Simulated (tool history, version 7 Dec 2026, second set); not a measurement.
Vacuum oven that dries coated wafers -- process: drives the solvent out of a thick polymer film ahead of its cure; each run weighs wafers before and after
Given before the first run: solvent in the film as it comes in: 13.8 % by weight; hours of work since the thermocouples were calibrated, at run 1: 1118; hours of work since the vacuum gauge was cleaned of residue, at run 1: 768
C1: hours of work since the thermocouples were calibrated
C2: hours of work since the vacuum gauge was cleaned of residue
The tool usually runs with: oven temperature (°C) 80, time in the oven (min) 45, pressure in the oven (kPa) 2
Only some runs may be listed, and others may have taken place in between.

Run 1, hour 0: usual settings; C1 1118; C2 768. Result: solvent left in the film (%) 4.05.
Run 2, hour 23.1: usual settings; C1 1135; C2 785. Result: solvent left in the film (%) 4.09.
Run 3, hour 37.2: usual settings; C1 1145; C2 795. Result: solvent left in the film (%) 4.1.
Run 4, hour 57.9: usual settings; C1 1160; C2 810. Result: solvent left in the film (%) 4.09.
Run 5, hour 79: usual settings; C1 1175; C2 825. Result: solvent left in the film (%) 4.02.
Run 6, hour 101.9: usual settings; C1 1192; C2 842. Result: solvent left in the film (%) 4.04.
Run 7, hour 123.7: usual settings; C1 1207; C2 857. Result: solvent left in the film (%) 4.05.
Run 8, hour 137.4: usual settings; C1 1217; C2 867. Result: solvent left in the film (%) 4.02.
Run 9, hour 153: usual settings but pressure in the oven (kPa) 7.68; C1 1229; C2 878. Result: solvent left in the film (%) 7.88.
Run 10, hour 172.8: usual settings but pressure in the oven (kPa) 2.26; C1 1243; C2 893. Result: solvent left in the film (%) 4.24.
Run 11, hour 198.9: usual settings but pressure in the oven (kPa) 2.26; C1 1262; C2 912. Result: solvent left in the film (%) 4.25.
Run 12, hour 215.6: usual settings; C1 1274; C2 924. Result: solvent left in the film (%) 4.05.
Run 13, hour 229.3: usual settings; C1 1284; C2 934. Result: solvent left in the film (%) 4.02.
Run 14, hour 256.6: usual settings; C1 1304; C2 953. Result: solvent left in the film (%) 4.02.
Run 15, hour 280.8: usual settings but oven temperature (°C) 86; C1 1321; C2 971. Result: solvent left in the film (%) 2.84.
Run 16, hour 301: usual settings but oven temperature (°C) 86; C1 1336; C2 985. Result: solvent left in the film (%) 2.85.
Run 17, hour 312.7: usual settings but oven temperature (°C) 86; C1 1344; C2 994. Result: solvent left in the film (%) 2.87.
Run 18, hour 338.3: usual settings but oven temperature (°C) 78, pressure in the oven (kPa) 2.82; C1 1363; C2 1012. Result: solvent left in the film (%) 5.02.
Run 19, hour 353.9: usual settings but oven temperature (°C) 78, time in the oven (min) 28, pressure in the oven (kPa) 3.54; C1 1374; C2 1024. Result: solvent left in the film (%) 7.01.
Run 20, hour 379.2: usual settings but oven temperature (°C) 86, time in the oven (min) 72, pressure in the oven (kPa) 3.54; C1 1392; C2 1042. Result: solvent left in the film (%) 2.8.
Run 21, hour 396.6: usual settings; C1 1405; C2 1055. Result: solvent left in the film (%) 4.03.
Run 22, hour 410.6: usual settings but time in the oven (min) 29; C1 1415; C2 1065. Result: solvent left in the film (%) 5.54.
Run 23, hour 423.9: usual settings but time in the oven (min) 30, pressure in the oven (kPa) 3.48; C1 1425; C2 1074. Result: solvent left in the film (%) 6.2.
Run 24, hour 440.8: usual settings but oven temperature (°C) 82, time in the oven (min) 51; C1 1437; C2 1087. Result: solvent left in the film (%) 3.18.
Run 25, hour 459.8: usual settings but oven temperature (°C) 91, time in the oven (min) 51, pressure in the oven (kPa) 2.23; C1 1451; C2 1100. Result: solvent left in the film (%) 1.97.
Run 26, hour 472: usual settings but oven temperature (°C) 91, time in the oven (min) 51, pressure in the oven (kPa) 2.23; C1 1459; C2 1109. Result: solvent left in the film (%) 1.93.

3 ways to go on from here, each from the tool as it stands after run 26. What would each give?
At hour 480.8: oven's thermocouples calibrated.
Run A, hour 489.7: usual settings but oven temperature (°C) 77, time in the oven (min) 54, pressure in the oven (kPa) 1.23; C1 6; C2 1121. Result: solvent left in the film (%) ?.
At hour 480.8: oven's thermocouples calibrated.
Run B, hour 489.7: usual settings but oven temperature (°C) 91, time in the oven (min) 51, pressure in the oven (kPa) 1.05; C1 6; C2 1121. Result: solvent left in the film (%) ?.
At hour 480.8: oven's thermocouples calibrated.
Run C, hour 489.7: usual settings but oven temperature (°C) 71, time in the oven (min) 46, pressure in the oven (kPa) 7.73; C1 6; C2 1121. Result: solvent left in the film (%) ?.

run  solvent left in the film (%)
  A                          4.01
  B                          1.65
  C                         11.42
Had the tool no hidden state, the same runs would have come out as:
run  solvent left in the film (%)
  A                          3.85
  B                          1.53
  C                         11.28
